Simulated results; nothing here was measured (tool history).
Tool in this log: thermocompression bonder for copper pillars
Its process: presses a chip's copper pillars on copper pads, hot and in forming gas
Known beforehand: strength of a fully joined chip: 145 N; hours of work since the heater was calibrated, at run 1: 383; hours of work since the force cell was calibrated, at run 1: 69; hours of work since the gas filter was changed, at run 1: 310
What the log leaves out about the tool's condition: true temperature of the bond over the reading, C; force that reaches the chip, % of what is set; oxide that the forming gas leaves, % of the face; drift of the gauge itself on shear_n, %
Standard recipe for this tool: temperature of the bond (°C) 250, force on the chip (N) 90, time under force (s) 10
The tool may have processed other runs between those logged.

run,hour,temperature of the bond (°C),force on the chip (N),time under force (s),hours of work since the heater was calibrated,hours of work since the force cell was calibrated,hours of work since the gas filter was changed,force that shears a chip off (N)
1,0.0,250,90,10,383,69,310,63.3
2,11.6,250,90,10,391,77,318,62.2
3,22.4,250,90,10,398,84,325,63.4
4,34.8,250,90,10,407,92,334,61.9
5,51.4,250,90,10,418,103,345,61.4
6,70.4,250,90,10,430,116,357,61.0
7,85.1,250,90,10,440,126,367,61.7
8,97.9,250,90,10,449,134,376,60.8
# hour 111.6: forming gas filter changed
9,118.7,250,90,10,462,148,5,66.3
10,133.0,250,90,15,472,158,14,75.3
11,154.8,250,112,10,486,172,29,75.4
12,173.4,250,90,10,499,184,41,65.1
13,193.5,250,90,10,512,198,55,64.8
14,212.4,250,92,10,525,210,67,66.0
15,223.2,257,71,9,532,218,74,57.4
# hour 244.5: heater calibrated with a thermocouple chip
16,246.2,275,90,21,1,232,88,104.2
17,262.2,275,90,21,12,242,99,104.1
18,274.2,275,90,21,20,250,107,104.7
19,294.2,250,80,30,33,264,121,90.2
20,309.0,262,80,30,43,274,130,98.5
21,320.3,250,90,26,51,281,138,91.3
22,337.7,250,90,26,62,293,150,92.1
23,350.3,277,101,10,71,301,158,90.3
24,363.2,249,117,9,79,310,167,75.5
25,374.2,280,60,12,86,317,174,72.2

Had the tool no unlogged condition, and each run kept its random variation, what would the results have been?
run,force that shears a chip off (N)
1,70.7
2,69.7
3,71.2
4,69.6
5,69.3
6,69.1
7,70.2
8,69.4
9,70.2
10,79.6
11,80.0
12,69.6
13,69.6
14,71.1
15,62.1
16,105.9
17,106.1
18,106.9
19,92.5
20,101.2
21,94.0
22,95.2
23,93.4
24,78.5
25,75.0
